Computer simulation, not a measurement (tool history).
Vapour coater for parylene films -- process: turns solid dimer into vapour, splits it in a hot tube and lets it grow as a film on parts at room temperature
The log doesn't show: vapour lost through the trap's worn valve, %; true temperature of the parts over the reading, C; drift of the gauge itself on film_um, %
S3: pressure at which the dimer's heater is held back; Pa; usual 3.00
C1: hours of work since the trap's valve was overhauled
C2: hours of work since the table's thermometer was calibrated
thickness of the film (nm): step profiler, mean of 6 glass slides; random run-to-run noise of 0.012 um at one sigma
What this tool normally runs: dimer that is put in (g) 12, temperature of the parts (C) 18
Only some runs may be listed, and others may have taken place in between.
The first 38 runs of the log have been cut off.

run 39 hour=707.9 | dimer_that_is_put_in_(g)=17 temperature_of_the_parts_(C)=18 S3=3.00 | C1=293 C2=616 | thickness_of_the_film_(nm)=2820
run 40 hour=722.1 | dimer_that_is_put_in_(g)=5 temperature_of_the_parts_(C)=16 S3=3.00 | C1=302 C2=625 | thickness_of_the_film_(nm)=890
run 41 hour=735.9 | dimer_that_is_put_in_(g)=12 temperature_of_the_parts_(C)=25 S3=2.46 | C1=311 C2=634 | thickness_of_the_film_(nm)=1570
run 42 hour=757.4 | dimer_that_is_put_in_(g)=6 temperature_of_the_parts_(C)=13 S3=2.00 | C1=325 C2=647 | thickness_of_the_film_(nm)=1180
run 43 hour=769.4 | dimer_that_is_put_in_(g)=15 temperature_of_the_parts_(C)=18 S3=2.01 | C1=332 C2=655 | thickness_of_the_film_(nm)=2530
run 44 hour=790.3 | dimer_that_is_put_in_(g)=15 temperature_of_the_parts_(C)=18 S3=2.01 | C1=346 C2=668 | thickness_of_the_film_(nm)=2490
run 45 hour=802.4 | dimer_that_is_put_in_(g)=15 temperature_of_the_parts_(C)=18 S3=2.01 | C1=353 C2=676 | thickness_of_the_film_(nm)=2490
run 46 hour=815.1 | dimer_that_is_put_in_(g)=15 temperature_of_the_parts_(C)=10 S3=4.07 | C1=361 C2=684 | thickness_of_the_film_(nm)=3120
run 47 hour=832.0 | dimer_that_is_put_in_(g)=16 temperature_of_the_parts_(C)=25 S3=3.00 | C1=372 C2=695 | thickness_of_the_film_(nm)=2060

Here are 4 independent what-if runs from the current tool condition. What would each one return?
run A hour=849.8 | dimer_that_is_put_in_(g)=16 temperature_of_the_parts_(C)=19 S3=6.41 | C1=384 C2=706 | thickness_of_the_film_(nm)=?
run B hour=849.8 | dimer_that_is_put_in_(g)=12 temperature_of_the_parts_(C)=18 S3=5.74 | C1=384 C2=706 | thickness_of_the_film_(nm)=?
run C hour=849.8 | dimer_that_is_put_in_(g)=9 temperature_of_the_parts_(C)=14 S3=3.00 | C1=384 C2=706 | thickness_of_the_film_(nm)=?
run D hour=849.8 | dimer_that_is_put_in_(g)=5 temperature_of_the_parts_(C)=20 S3=4.61 | C1=384 C2=706 | thickness_of_the_film_(nm)=?

run=A thickness_of_the_film_(nm)=2380
run=B thickness_of_the_film_(nm)=1880
run=C thickness_of_the_film_(nm)=1670
run=D thickness_of_the_film_(nm)=740
What these runs would have given with no unlogged condition in the tool:
run=A thickness_of_the_film_(nm)=2640
run=B thickness_of_the_film_(nm)=2080
run=C thickness_of_the_film_(nm)=1850
run=D thickness_of_the_film_(nm)=820
